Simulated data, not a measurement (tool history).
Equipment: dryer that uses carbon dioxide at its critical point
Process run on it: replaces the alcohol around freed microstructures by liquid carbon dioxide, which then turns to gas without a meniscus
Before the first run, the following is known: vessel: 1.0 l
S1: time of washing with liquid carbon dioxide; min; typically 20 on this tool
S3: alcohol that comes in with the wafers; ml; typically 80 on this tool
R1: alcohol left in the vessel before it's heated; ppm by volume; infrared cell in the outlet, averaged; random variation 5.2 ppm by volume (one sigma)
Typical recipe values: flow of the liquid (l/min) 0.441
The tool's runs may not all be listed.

run 1 day=0.000 | S1=20 flow_of_the_liquid_(l/min)=0.441 S3=80 | R1=146
run 2 day=0.617 | S1=20 flow_of_the_liquid_(l/min)=0.441 S3=80 | R1=149
run 3 day=1.150 | S1=20 flow_of_the_liquid_(l/min)=0.441 S3=80 | R1=151
run 4 day=1.692 | S1=20 flow_of_the_liquid_(l/min)=0.441 S3=80 | R1=146
run 5 day=2.279 | S1=20 flow_of_the_liquid_(l/min)=0.441 S3=80 | R1=157
run 6 day=3.254 | S1=20 flow_of_the_liquid_(l/min)=0.441 S3=80 | R1=153
run 7 day=4.150 | S1=20 flow_of_the_liquid_(l/min)=0.441 S3=80 | R1=166
run 8 day=5.188 | S1=20 flow_of_the_liquid_(l/min)=0.441 S3=80 | R1=156
run 9 day=5.958 | S1=20 flow_of_the_liquid_(l/min)=0.441 S3=80 | R1=159
run 10 day=7.021 | S1=14 flow_of_the_liquid_(l/min)=0.316 S3=80 | R1=2835
run 11 day=7.817 | S1=14 flow_of_the_liquid_(l/min)=0.316 S3=80 | R1=2759
run 12 day=8.596 | S1=15 flow_of_the_liquid_(l/min)=0.316 S3=104 | R1=2924
run 13 day=9.521 | S1=15 flow_of_the_liquid_(l/min)=0.316 S3=104 | R1=3050
run 14 day=10.629 | S1=24 flow_of_the_liquid_(l/min)=0.749 S3=26 | R1=74

For run 15, what comes out?
run 15 day=11.467 | S1=24 flow_of_the_liquid_(l/min)=0.683 S3=50 | R1=?

R1: 62 ppm by volume
If the tool had no hidden condition, the same run with the same run-to-run variation would have returned R1 0 ppm by volume.

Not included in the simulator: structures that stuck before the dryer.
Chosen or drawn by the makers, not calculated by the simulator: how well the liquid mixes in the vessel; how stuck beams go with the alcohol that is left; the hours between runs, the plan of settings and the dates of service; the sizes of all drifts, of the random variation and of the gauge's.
